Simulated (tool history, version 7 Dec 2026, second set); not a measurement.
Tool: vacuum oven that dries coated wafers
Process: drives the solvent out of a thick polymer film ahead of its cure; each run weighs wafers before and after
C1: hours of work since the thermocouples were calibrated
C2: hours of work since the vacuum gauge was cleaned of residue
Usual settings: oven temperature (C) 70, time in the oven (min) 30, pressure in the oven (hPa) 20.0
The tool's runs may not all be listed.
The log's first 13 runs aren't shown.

At hour 531.6: oven's thermocouples calibrated.
Run 14, hour 535.5: usual settings but time in the oven (min) 31; C1 2; C2 1093. Result: solvent left in the film (%) 1.50.
Run 15, hour 569.7: usual settings but oven temperature (C) 63, time in the oven (min) 31; C1 16; C2 1108. Result: solvent left in the film (%) 2.70.
Run 16, hour 600.9: usual settings; C1 30; C2 1121. Result: solvent left in the film (%) 1.48.
Run 17, hour 649.7: usual settings; C1 51; C2 1142. Result: solvent left in the film (%) 1.44.
Run 18, hour 686.2: usual settings; C1 66; C2 1158. Result: solvent left in the film (%) 1.53.
Run 19, hour 748.0: usual settings; C1 93; C2 1184. Result: solvent left in the film (%) 1.47.
Run 20, hour 781.8: usual settings but oven temperature (C) 73; C1 107; C2 1199. Result: solvent left in the film (%) 1.18.
Run 21, hour 830.1: usual settings but oven temperature (C) 73; C1 128; C2 1219. Result: solvent left in the film (%) 1.18.
Run 22, hour 869.1: usual settings but oven temperature (C) 73; C1 144; C2 1236. Result: solvent left in the film (%) 1.20.
Run 23, hour 925.0: usual settings but oven temperature (C) 73, time in the oven (min) 18; C1 168; C2 1260. Result: solvent left in the film (%) 1.89.
Run 24, hour 952.7: usual settings; C1 180; C2 1272. Result: solvent left in the film (%) 1.56.
Run 25, hour 982.1: usual settings but oven temperature (C) 72, pressure in the oven (hPa) 35.3; C1 193; C2 1284. Result: solvent left in the film (%) 2.05.

Forecast run 26:
Run 26, hour 1021.6: usual settings but oven temperature (C) 72, pressure in the oven (hPa) 35.3; C1 210; C2 1301. Result: solvent left in the film (%) ?.

solvent left in the film (%): 1.99
Without the tool's hidden state the same run would have given solvent left in the film (%) 1.99.

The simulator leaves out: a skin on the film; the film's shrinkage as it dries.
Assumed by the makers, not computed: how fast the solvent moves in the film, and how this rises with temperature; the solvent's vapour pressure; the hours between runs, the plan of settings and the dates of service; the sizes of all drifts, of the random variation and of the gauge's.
